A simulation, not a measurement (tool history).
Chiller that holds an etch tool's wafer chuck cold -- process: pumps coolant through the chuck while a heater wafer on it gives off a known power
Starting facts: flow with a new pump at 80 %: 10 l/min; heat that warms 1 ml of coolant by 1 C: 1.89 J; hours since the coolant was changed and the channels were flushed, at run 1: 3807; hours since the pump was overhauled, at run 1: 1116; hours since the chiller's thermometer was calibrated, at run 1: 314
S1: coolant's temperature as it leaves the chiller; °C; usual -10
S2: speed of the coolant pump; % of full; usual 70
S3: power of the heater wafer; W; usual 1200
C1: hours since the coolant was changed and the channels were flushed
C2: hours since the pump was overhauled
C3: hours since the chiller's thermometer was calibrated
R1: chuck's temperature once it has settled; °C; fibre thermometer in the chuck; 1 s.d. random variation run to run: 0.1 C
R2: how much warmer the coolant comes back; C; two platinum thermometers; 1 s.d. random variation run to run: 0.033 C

run 1 day=0 | S1=-10 S2=70 S3=1200 | C1=3807 C2=1116 C3=314 | R1=0.5 R2=4.34
run 2 day=1.167 | S1=-10 S2=70 S3=1200 | C1=3835 C2=1144 C3=341 | R1=0.5 R2=4.25
run 3 day=2.729 | S1=-10 S2=70 S3=1200 | C1=3873 C2=1181 C3=379 | R1=0.5 R2=4.37
run 4 day=4.071 | S1=-10 S2=70 S3=1200 | C1=3905 C2=1213 C3=411 | R1=0.6 R2=4.39
run 5 day=5.258 | S1=-10 S2=95 S3=1200 | C1=3933 C2=1242 C3=440 | R1=-1.5 R2=3.27
run 6 day=6.612 | S1=-10 S2=95 S3=1200 | C1=3966 C2=1274 C3=472 | R1=-1.4 R2=3.28
run 7 day=7.812 | S1=-13 S2=70 S3=1200 | C1=3995 C2=1303 C3=501 | R1=-2.5 R2=4.38
run 8 day=9.771 | S1=-13 S2=70 S3=1200 | C1=4042 C2=1350 C3=548 | R1=-2.3 R2=4.35
run 9 day=11.25 | S1=-13 S2=70 S3=1200 | C1=4077 C2=1386 C3=584 | R1=-2.4 R2=4.43
run 10 day=13.571 | S1=-16 S2=70 S3=1200 | C1=4133 C2=1441 C3=639 | R1=-5.4 R2=4.45
run 11 day=15.583 | S1=-10 S2=70 S3=1200 | C1=4181 C2=1490 C3=687 | R1=0.5 R2=4.39
run 12 day=17.433 | S1=-10 S2=70 S3=1200 | C1=4226 C2=1534 C3=732 | R1=0.5 R2=4.44
run 13 day=18.754 | S1=-10 S2=70 S3=1200 | C1=4257 C2=1566 C3=764 | R1=0.6 R2=4.39
run 14 day=20.129 | S1=-10 S2=70 S3=1200 | C1=4290 C2=1599 C3=797 | R1=0.5 R2=4.4
run 15 day=21.958 | S1=-10 S2=70 S3=1200 | C1=4334 C2=1643 C3=841 | R1=0.5 R2=4.51
run 16 day=24.008 | S1=-10 S2=70 S3=1200 | C1=4383 C2=1692 C3=890 | R1=0.5 R2=4.41
run 17 day=25.167 | S1=-9 S2=96 S3=1732 | C1=4411 C2=1720 C3=917 | R1=3.4 R2=4.73
run 18 day=26.842 | S1=-9 S2=96 S3=1732 | C1=4451 C2=1760 C3=958 | R1=3.2 R2=4.67
run 19 day=27.908 | S1=-9 S2=96 S3=1732 | C1=4477 C2=1785 C3=983 | R1=3.2 R2=4.74
run 20 day=29.804 | S1=-3 S2=68 S3=1200 | C1=4523 C2=1831 C3=1029 | R1=7.6 R2=4.56
run 21 day=31.746 | S1=-10 S2=66 S3=844 | C1=4569 C2=1878 C3=1075 | R1=-2.2 R2=3.33
run 22 day=33.788 | S1=-10 S2=100 S3=1200 | C1=4618 C2=1927 C3=1124 | R1=-1.9 R2=3.18
run 23 day=35.592 | S1=-10 S2=100 S3=1200 | C1=4661 C2=1970 C3=1168 | R1=-1.7 R2=3.26
run 24 day=37.508 | S1=0 S2=77 S3=1200 | C1=4707 C2=2016 C3=1214 | R1=9.9 R2=4.13
run 25 day=39.671 | S1=-10 S2=98 S3=1267 | C1=4759 C2=2068 C3=1266 | R1=-1.1 R2=3.48
run 26 day=40.862 | S1=-6 S2=63 S3=957 | C1=4788 C2=2096 C3=1294 | R1=2.9 R2=3.99
run 27 day=42.692 | S1=-6 S2=63 S3=957 | C1=4832 C2=2140 C3=1338 | R1=3 R2=3.99
run 28 day=44.729 | S1=-12 S2=61 S3=1782 | C1=4881 C2=2189 C3=1387 | R1=5.2 R2=7.52
run 29 day=45.692 | S1=-11 S2=70 S3=654 | C1=4904 C2=2212 C3=1410 | R1=-5.4 R2=2.56
run 30 day=47.042 | S1=-11 S2=70 S3=654 | C1=4936 C2=2245 C3=1443 | R1=-5.3 R2=2.56
run 31 day=48.342 | S1=-11 S2=70 S3=654 | C1=4967 C2=2276 C3=1474 | R1=-5.3 R2=2.55

Below are 3 alternative next runs, each starting from the tool's condition after run 31. Predict each:
run A day=49.671 | S1=-11 S2=63 S3=761 | C1=4999 C2=2308 C3=1506 | R1=? R2=?
run B day=49.671 | S1=-15 S2=70 S3=1200 | C1=4999 C2=2308 C3=1506 | R1=? R2=?
run C day=49.671 | S1=-11 S2=96 S3=654 | C1=4999 C2=2308 C3=1506 | R1=? R2=?

run=A R1=-3.7 R2=3.23
run=B R1=-4.6 R2=4.51
run=C R1=-6.3 R2=1.98
What these runs would have given with no unlogged condition in the tool:
run=A R1=-3.7 R2=3.03
run=B R1=-4.6 R2=4.3
run=C R1=-6.3 R2=1.77
